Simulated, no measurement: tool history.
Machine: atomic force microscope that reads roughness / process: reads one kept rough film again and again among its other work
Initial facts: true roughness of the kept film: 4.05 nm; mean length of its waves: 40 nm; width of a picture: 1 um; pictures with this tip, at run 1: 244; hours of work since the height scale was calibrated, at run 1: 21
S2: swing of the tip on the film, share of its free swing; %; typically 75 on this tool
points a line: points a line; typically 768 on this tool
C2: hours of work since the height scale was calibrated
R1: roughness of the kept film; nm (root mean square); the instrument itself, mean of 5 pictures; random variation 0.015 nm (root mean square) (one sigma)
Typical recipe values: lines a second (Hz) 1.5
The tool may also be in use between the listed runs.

Run 1, hour 0: usual settings; pictures with this tip 244; C2 21. Result: R1 3.057 nm (root mean square).
At hour 30.4: new tip fitted.
Run 2, hour 48.5: usual settings; pictures with this tip 15; C2 45. Result: R1 3.466 nm (root mean square).
Run 3, hour 78.4: usual settings but lines a second (Hz) 2.5; pictures with this tip 40; C2 60. Result: R1 3.256 nm (root mean square).
Run 4, hour 107.5: usual settings; pictures with this tip 64; C2 75. Result: R1 3.398 nm (root mean square).
Run 5, hour 130: usual settings; pictures with this tip 83; C2 86. Result: R1 3.346 nm (root mean square).
Run 6, hour 171.4: usual settings; pictures with this tip 118; C2 107. Result: R1 3.301 nm (root mean square).
Run 7, hour 204.2: usual settings; pictures with this tip 146; C2 123. Result: R1 3.248 nm (root mean square).
Run 8, hour 235.9: usual settings but S2 84 %; pictures with this tip 172; C2 139. Result: R1 3.061 nm (root mean square).
Run 9, hour 275: usual settings but S2 84 %; pictures with this tip 205; C2 159. Result: R1 2.97 nm (root mean square).
Run 10, hour 299.9: usual settings; pictures with this tip 226; C2 171. Result: R1 3.097 nm (root mean square).
Run 11, hour 323.1: usual settings; pictures with this tip 245; C2 183. Result: R1 3.079 nm (root mean square).
Run 12, hour 344.6: usual settings but S2 60 %, points a line 589; pictures with this tip 263; C2 193. Result: R1 3.233 nm (root mean square).
At hour 352.1: new tip fitted.
Run 13, hour 385.1: usual settings but S2 60 %, points a line 589; pictures with this tip 28; C2 213. Result: R1 3.654 nm (root mean square).
Run 14, hour 429.8: usual settings but S2 80 %, points a line 911; pictures with this tip 65; C2 236. Result: R1 3.295 nm (root mean square).
Run 15, hour 457.1: usual settings but S2 64 %, points a line 458; pictures with this tip 88; C2 249. Result: R1 3.489 nm (root mean square).
Run 16, hour 493.7: usual settings but S2 64 %, points a line 458; pictures with this tip 119; C2 268. Result: R1 3.438 nm (root mean square).
Run 17, hour 516.4: usual settings but S2 64 %, points a line 458; pictures with this tip 138; C2 279. Result: R1 3.428 nm (root mean square).

The next listed run, before its measurement:
Run 18, hour 543.6: usual settings but S2 64 %, points a line 458; pictures with this tip 161; C2 293. Result: R1 ?.

For run 18 the tool returned R1 3.395 nm (root mean square).
Without the tool's hidden state the same run would have given R1 3.682 nm (root mean square).
